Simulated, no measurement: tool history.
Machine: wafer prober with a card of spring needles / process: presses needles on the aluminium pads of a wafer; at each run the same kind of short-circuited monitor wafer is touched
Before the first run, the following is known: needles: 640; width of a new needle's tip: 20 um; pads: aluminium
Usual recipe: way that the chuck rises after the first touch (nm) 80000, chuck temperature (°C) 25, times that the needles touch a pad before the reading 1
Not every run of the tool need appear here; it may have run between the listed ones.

run   hour  way that the chuck rises after the first touch (nm)  chuck temperature (°C)  times that the needles touch a pad before the reading  resistance of one needle with its contact and lead (mohm)  way that a needle slides on the pad (nm)
  1    0.0                                                80000                      25                                                      1                                                        228                                     18770
      12.3  -- tips cleaned on abrasive film
      23.7  -- tips cleaned on abrasive film
  2   33.7                                                80000                      25                                                      1                                                        229                                     18790
      36.4  -- tips cleaned on abrasive film
      47.9  -- tips cleaned on abrasive film
  3   55.8                                                80000                      25                                                      1                                                        221                                     18760
      58.5  -- tips cleaned on abrasive film
      70.4  -- tips cleaned on abrasive film
      80.8  -- tips cleaned on abrasive film
  4   81.5                                                80000                      25                                                      1                                                        224                                     18860
      93.6  -- tips cleaned on abrasive film
     105.7  -- tips cleaned on abrasive film
  5  105.7                                                80000                      25                                                      1                                                        230                                     18850
     108.6  -- height of the first contact set anew
     117.9  -- tips cleaned on abrasive film
  6  127.0                                                80000                      25                                                      1                                                        224                                     18930
     129.1  -- tips cleaned on abrasive film
     141.7  -- tips cleaned on abrasive film
  7  148.8                                                80000                      25                                                      1                                                        226                                     18950
     153.4  -- tips cleaned on abrasive film
     164.6  -- tips cleaned on abrasive film
     175.8  -- tips cleaned on abrasive film
  8  175.8                                                80000                      39                                                      1                                                        226                                     18930
     187.8  -- tips cleaned on abrasive film
     199.6  -- tips cleaned on abrasive film
     212.0  -- tips cleaned on abrasive film
  9  214.1                                                80000                      39                                                      1                                                        231                                     19040
     223.1  -- tips cleaned on abrasive film
     234.2  -- tips cleaned on abrasive film
 10  244.1                                                80000                      39                                                      1                                                        231                                     19050
     246.0  -- tips cleaned on abrasive film
     253.7  -- height of the first contact set anew
     258.2  -- tips cleaned on abrasive film
     270.0  -- tips cleaned on abrasive film
 11  270.3                                                80000                      39                                                      1                                                        233                                     19040
     282.5  -- tips cleaned on abrasive film
     294.0  -- tips cleaned on abrasive film
 12  296.9                                                80000                      39                                                      1                                                        232                                     19100
     306.4  -- tips cleaned on abrasive film
     318.3  -- tips cleaned on abrasive film
 13  322.6                                                80000                      50                                                      1                                                        233                                     19190
     329.2  -- tips cleaned on abrasive film
     341.1  -- tips cleaned on abrasive film
 14  345.5                                                80000                      25                                                      1                                                        227                                     19150
     353.9  -- tips cleaned on abrasive film
     366.4  -- tips cleaned on abrasive film
 15  374.2                                                80000                      25                                                      1                                                        227                                     19200
     376.9  -- tips cleaned on abrasive film
     379.5  -- gauge calibrated
     389.1  -- tips cleaned on abrasive film
     398.7  -- height of the first contact set anew
     401.0  -- tips cleaned on abrasive film
 16  402.8                                                80000                      25                                                      1                                                        228                                     18860
     411.7  -- tips cleaned on abrasive film
     424.6  -- tips cleaned on abrasive film
 17  433.4                                                92000                      53                                                      1                                                        234                                     21660
     435.8  -- tips cleaned on abrasive film
     448.4  -- tips cleaned on abrasive film
 18  456.7                                                92000                      42                                                      2                                                        229                                     21610
     459.4  -- tips cleaned on abrasive film
     470.3  -- tips cleaned on abrasive film
     481.4  -- tips cleaned on abrasive film
 19  485.2                                                92000                      42                                                      2                                                        230                                     21720
     492.8  -- tips cleaned on abrasive film
     504.6  -- tips cleaned on abrasive film
 20  505.1                                                80000                      25                                                      1                                                        227                                     18940
     517.4  -- tips cleaned on abrasive film
 21  527.5                                                80000                      25                                                      1                                                        223                                     18920
     530.1  -- tips cleaned on abrasive film
     542.8  -- tips cleaned on abrasive film
     544.7  -- height of the first contact set anew
 22  544.9                                                68000                     105                                                      1                                                        247                                     16090
     554.8  -- tips cleaned on abrasive film
 23  563.3                                                68000                     105                                                      1                                                        253                                     16160
     566.0  -- tips cleaned on abrasive film
     577.4  -- tips cleaned on abrasive film
 24  586.5                                                68000                     105                                                      1                                                        249                                     16170
     589.2  -- tips cleaned on abrasive film
     600.8  -- tips cleaned on abrasive film
 25  605.9                                                90000                      72                                                      3                                                        238                                     21390
     612.7  -- tips cleaned on abrasive film
     624.9  -- tips cleaned on abrasive film
     637.0  -- tips cleaned on abrasive film
 26  640.1                                                90000                      80                                                      3                                                        236                                     21400
     649.6  -- tips cleaned on abrasive film
 27  655.7                                                61000                      39                                                      2                                                        232                                     14590
     660.6  -- tips cleaned on abrasive film
     672.3  -- tips cleaned on abrasive film
     683.2  -- tips cleaned on abrasive film
     689.7  -- height of the first contact set anew
 28  689.7                                                64000                     107                                                      2                                                        251                                     15330
     694.7  -- tips cleaned on abrasive film
     706.3  -- tips cleaned on abrasive film
     717.9  -- tips cleaned on abrasive film
 29  720.0                                                64000                     107                                                      2                                                        249                                     15400

Alternative continuations, all from the tool just after run 29; predict every row:
     726.5  -- gauge calibrated
     729.2  -- tips cleaned on abrasive film
     740.0  -- tips cleaned on abrasive film
  A  741.6                                                80000                      55                                                      2                                                          ?                                         ?
     726.5  -- gauge calibrated
     729.2  -- tips cleaned on abrasive film
     740.0  -- tips cleaned on abrasive film
  B  741.6                                                64000                      27                                                      2                                                          ?                                         ?
     726.5  -- gauge calibrated
     729.2  -- tips cleaned on abrasive film
     740.0  -- tips cleaned on abrasive film
  C  741.6                                                64000                      68                                                      2                                                          ?                                         ?
     726.5  -- gauge calibrated
     729.2  -- tips cleaned on abrasive film
     740.0  -- tips cleaned on abrasive film
  D  741.6                                                80000                      59                                                      3                                                          ?                                         ?

run  resistance of one needle with its contact and lead (mohm)  way that a needle slides on the pad (nm)
  A                                                        235                                     18830
  B                                                        231                                     15070
  C                                                        240                                     15010
  D                                                        238                                     18810
Without the tool's unlogged condition, the same runs would have read:
run  resistance of one needle with its contact and lead (mohm)  way that a needle slides on the pad (nm)
  A                                                        234                                     18820
  B                                                        231                                     15060
  C                                                        240                                     15000
  D                                                        238                                     18800
